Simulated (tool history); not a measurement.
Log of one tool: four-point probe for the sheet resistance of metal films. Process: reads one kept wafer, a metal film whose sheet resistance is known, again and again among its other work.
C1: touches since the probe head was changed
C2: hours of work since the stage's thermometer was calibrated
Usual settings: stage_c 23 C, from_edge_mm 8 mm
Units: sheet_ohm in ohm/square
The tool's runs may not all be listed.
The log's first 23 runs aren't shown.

Run 24, hour 1268.3: usual settings but stage_c 21 C, from_edge_mm 11 mm; C1 150593; C2 1247. Result: sheet_ohm 0.053328 ohm/square.
Run 25, hour 1327.1: usual settings but stage_c 24 C, from_edge_mm 39 mm; C1 152856; C2 1290. Result: sheet_ohm 0.053267 ohm/square.
Run 26, hour 1396.2: usual settings but stage_c 19 C, from_edge_mm 57 mm; C1 155517; C2 1342. Result: sheet_ohm 0.05328 ohm/square.
Run 27, hour 1472.7: usual settings but from_edge_mm 35 mm; C1 158460; C2 1398. Result: sheet_ohm 0.053273 ohm/square.
Run 28, hour 1538.2: usual settings but stage_c 28 C, from_edge_mm 12 mm; C1 160977; C2 1446. Result: sheet_ohm 0.053318 ohm/square.
Run 29, hour 1610.4: usual settings but stage_c 28 C, from_edge_mm 12 mm; C1 163756; C2 1500. Result: sheet_ohm 0.053308 ohm/square.
Run 30, hour 1673.7: usual settings but stage_c 25 C, from_edge_mm 14 mm; C1 166193; C2 1546. Result: sheet_ohm 0.053328 ohm/square.
Run 31, hour 1722.3: usual settings but stage_c 25 C, from_edge_mm 14 mm; C1 168063; C2 1582. Result: sheet_ohm 0.053313 ohm/square.
At hour 1729.8: stage's thermometer calibrated.
Run 32, hour 1798.8: usual settings but stage_c 25 C, from_edge_mm 14 mm; C1 170985; C2 51. Result: sheet_ohm 0.053316 ohm/square.
Run 33, hour 1857: usual settings but stage_c 25 C, from_edge_mm 14 mm; C1 173225; C2 94. Result: sheet_ohm 0.053316 ohm/square.
Run 34, hour 1907.3: usual settings but stage_c 22 C, from_edge_mm 4 mm; C1 175158; C2 131. Result: sheet_ohm 0.053742 ohm/square.
Run 35, hour 1956: usual settings but from_edge_mm 16 mm; C1 177032; C2 167. Result: sheet_ohm 0.053314 ohm/square.
Run 36, hour 2015.9: usual settings but from_edge_mm 16 mm; C1 179335; C2 211. Result: sheet_ohm 0.05334 ohm/square.
Run 37, hour 2063.5: usual settings but from_edge_mm 37 mm; C1 181170; C2 246. Result: sheet_ohm 0.053311 ohm/square.
Run 38, hour 2135.9: usual settings but stage_c 20 C, from_edge_mm 37 mm; C1 183952; C2 300. Result: sheet_ohm 0.053322 ohm/square.
Run 39, hour 2177.6: usual settings but stage_c 20 C, from_edge_mm 37 mm; C1 185559; C2 331. Result: sheet_ohm 0.053343 ohm/square.
Run 40, hour 2216: usual settings; C1 187034; C2 359. Result: sheet_ohm 0.053427 ohm/square.
Run 41, hour 2264.7: usual settings but stage_c 26 C; C1 188910; C2 395. Result: sheet_ohm 0.053409 ohm/square.
Run 42, hour 2331.2: usual settings but stage_c 26 C; C1 191468; C2 444. Result: sheet_ohm 0.053436 ohm/square.
Run 43, hour 2382.8: usual settings but stage_c 26 C; C1 193451; C2 482. Result: sheet_ohm 0.053412 ohm/square.
Run 44, hour 2418: usual settings but stage_c 20 C, from_edge_mm 56 mm; C1 194805; C2 508. Result: sheet_ohm 0.053355 ohm/square.
Run 45, hour 2463.3: usual settings but stage_c 20 C, from_edge_mm 56 mm; C1 196549; C2 541. Result: sheet_ohm 0.053341 ohm/square.

4 ways to go on from here, each from the tool as it stands after run 45. What would each give?
Run A, hour 2496.9: usual settings but stage_c 19 C, from_edge_mm 21 mm; C1 197841; C2 566. Result: sheet_ohm ?.
Run B, hour 2496.9: usual settings but stage_c 32 C, from_edge_mm 23 mm; C1 197841; C2 566. Result: sheet_ohm ?.
Run C, hour 2496.9: usual settings but stage_c 21 C, from_edge_mm 21 mm; C1 197841; C2 566. Result: sheet_ohm ?.
Run D, hour 2496.9: usual settings but stage_c 24 C, from_edge_mm 39 mm; C1 197841; C2 566. Result: sheet_ohm ?.

run  sheet_ohm
  A   0.053374
  B   0.053284
  C   0.053366
  D   0.053332
Without the tool's hidden state the same runs would have given:
run  sheet_ohm
  A   0.052739
  B    0.05265
  C   0.052731
  D   0.052698
